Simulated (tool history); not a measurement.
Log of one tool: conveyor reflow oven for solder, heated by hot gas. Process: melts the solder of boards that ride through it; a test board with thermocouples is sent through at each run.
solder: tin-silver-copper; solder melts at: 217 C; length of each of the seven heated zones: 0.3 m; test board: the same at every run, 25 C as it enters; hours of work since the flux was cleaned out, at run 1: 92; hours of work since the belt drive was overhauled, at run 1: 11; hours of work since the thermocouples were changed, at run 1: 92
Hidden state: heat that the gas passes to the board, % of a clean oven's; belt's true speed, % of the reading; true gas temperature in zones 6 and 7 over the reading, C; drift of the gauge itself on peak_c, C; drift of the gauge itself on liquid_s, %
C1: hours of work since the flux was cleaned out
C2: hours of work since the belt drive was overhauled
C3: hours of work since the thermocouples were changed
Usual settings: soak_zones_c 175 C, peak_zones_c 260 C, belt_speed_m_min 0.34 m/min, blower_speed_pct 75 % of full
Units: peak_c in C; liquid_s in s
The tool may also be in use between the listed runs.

run 1 hour=0 | soak_zones_c=175 peak_zones_c=260 belt_speed_m_min=0.34 blower_speed_pct=75 | C1=92 C2=11 C3=92 | peak_c=243.1 liquid_s=67.4
run 2 hour=44.4 | soak_zones_c=175 peak_zones_c=260 belt_speed_m_min=0.34 blower_speed_pct=75 | C1=118 C2=37 C3=118 | peak_c=242 liquid_s=67
run 3 hour=98.4 | soak_zones_c=175 peak_zones_c=260 belt_speed_m_min=0.34 blower_speed_pct=75 | C1=150 C2=69 C3=150 | peak_c=242.4 liquid_s=66.6
run 4 hour=168.8 | soak_zones_c=175 peak_zones_c=260 belt_speed_m_min=0.34 blower_speed_pct=75 | C1=191 C2=110 C3=191 | peak_c=242.1 liquid_s=66.4
run 5 hour=214.6 | soak_zones_c=175 peak_zones_c=260 belt_speed_m_min=0.34 blower_speed_pct=75 | C1=218 C2=137 C3=218 | peak_c=241.7 liquid_s=66.5
-- hour=268.3 flux residue cleaned out of gas plates and filters
run 6 hour=287.7 | soak_zones_c=175 peak_zones_c=260 belt_speed_m_min=0.274 blower_speed_pct=75 | C1=11 C2=177 C3=258 | peak_c=248.3 liquid_s=98
run 7 hour=348.8 | soak_zones_c=175 peak_zones_c=260 belt_speed_m_min=0.319 blower_speed_pct=75 | C1=47 C2=213 C3=294 | peak_c=244.7 liquid_s=76.4
run 8 hour=384.3 | soak_zones_c=175 peak_zones_c=260 belt_speed_m_min=0.319 blower_speed_pct=75 | C1=68 C2=233 C3=315 | peak_c=244 liquid_s=76.9
-- hour=393.4 belt drive overhauled, speed set with a stopwatch
run 9 hour=442.1 | soak_zones_c=175 peak_zones_c=260 belt_speed_m_min=0.319 blower_speed_pct=75 | C1=100 C2=29 C3=346 | peak_c=243.8 liquid_s=74.7
run 10 hour=488 | soak_zones_c=175 peak_zones_c=260 belt_speed_m_min=0.276 blower_speed_pct=75 | C1=127 C2=55 C3=373 | peak_c=248 liquid_s=95.5
run 11 hour=562 | soak_zones_c=175 peak_zones_c=260 belt_speed_m_min=0.276 blower_speed_pct=75 | C1=170 C2=99 C3=417 | peak_c=247.2 liquid_s=93.5
run 12 hour=598.4 | soak_zones_c=175 peak_zones_c=260 belt_speed_m_min=0.276 blower_speed_pct=75 | C1=191 C2=120 C3=438 | peak_c=246.9 liquid_s=94.5
run 13 hour=638.1 | soak_zones_c=175 peak_zones_c=260 belt_speed_m_min=0.337 blower_speed_pct=68 | C1=215 C2=144 C3=461 | peak_c=240 liquid_s=63.9
-- hour=700.5 flux residue cleaned out of gas plates and filters
-- hour=707.9 belt drive overhauled, speed set with a stopwatch, once more
run 14 hour=709.6 | soak_zones_c=183 peak_zones_c=257 belt_speed_m_min=0.337 blower_speed_pct=62 | C1=3 C2=1 C3=498 | peak_c=239 liquid_s=66.7
run 15 hour=768.7 | soak_zones_c=170 peak_zones_c=261 belt_speed_m_min=0.337 blower_speed_pct=53 | C1=38 C2=36 C3=533 | peak_c=236.2 liquid_s=53.5
run 16 hour=822.2 | soak_zones_c=170 peak_zones_c=261 belt_speed_m_min=0.337 blower_speed_pct=53 | C1=69 C2=67 C3=564 | peak_c=235.8 liquid_s=52.2
run 17 hour=864.3 | soak_zones_c=170 peak_zones_c=261 belt_speed_m_min=0.337 blower_speed_pct=53 | C1=94 C2=92 C3=589 | peak_c=235.1 liquid_s=53
run 18 hour=926.7 | soak_zones_c=164 peak_zones_c=260 belt_speed_m_min=0.317 blower_speed_pct=75 | C1=130 C2=128 C3=625 | peak_c=242.1 liquid_s=66.1
run 19 hour=995.1 | soak_zones_c=164 peak_zones_c=273 belt_speed_m_min=0.317 blower_speed_pct=78 | C1=171 C2=169 C3=665 | peak_c=252.8 liquid_s=81.2
run 20 hour=1030.2 | soak_zones_c=172 peak_zones_c=273 belt_speed_m_min=0.34 blower_speed_pct=69 | C1=191 C2=189 C3=686 | peak_c=249.1 liquid_s=73.4
run 21 hour=1087.6 | soak_zones_c=175 peak_zones_c=260 belt_speed_m_min=0.316 blower_speed_pct=61 | C1=225 C2=223 C3=720 | peak_c=239.6 liquid_s=68.7

Forecast each of these 4 alternatives for the next run:
-- hour=1129.4 flux residue cleaned out of gas plates and filters
run A hour=1131.2 | soak_zones_c=175 peak_zones_c=260 belt_speed_m_min=0.29 blower_speed_pct=72 | C1=1 C2=245 C3=742 | peak_c=? liquid_s=?
-- hour=1129.4 flux residue cleaned out of gas plates and filters
run B hour=1131.2 | soak_zones_c=175 peak_zones_c=260 belt_speed_m_min=0.34 blower_speed_pct=53 | C1=1 C2=245 C3=742 | peak_c=? liquid_s=?
-- hour=1129.4 flux residue cleaned out of gas plates and filters
run C hour=1131.2 | soak_zones_c=175 peak_zones_c=270 belt_speed_m_min=0.316 blower_speed_pct=61 | C1=1 C2=245 C3=742 | peak_c=? liquid_s=?
-- hour=1129.4 flux residue cleaned out of gas plates and filters
run D hour=1131.2 | soak_zones_c=166 peak_zones_c=260 belt_speed_m_min=0.316 blower_speed_pct=75 | C1=1 C2=245 C3=742 | peak_c=? liquid_s=?

run=A peak_c=246.3 liquid_s=87.1
run=B peak_c=236.2 liquid_s=56
run=C peak_c=249.6 liquid_s=83
run=D peak_c=241.7 liquid_s=71
Without the tool's hidden state the same runs would have given:
run=A peak_c=248.1 liquid_s=88.8
run=B peak_c=237.8 liquid_s=58.3
run=C peak_c=251.3 liquid_s=84.5
run=D peak_c=243.4 liquid_s=73
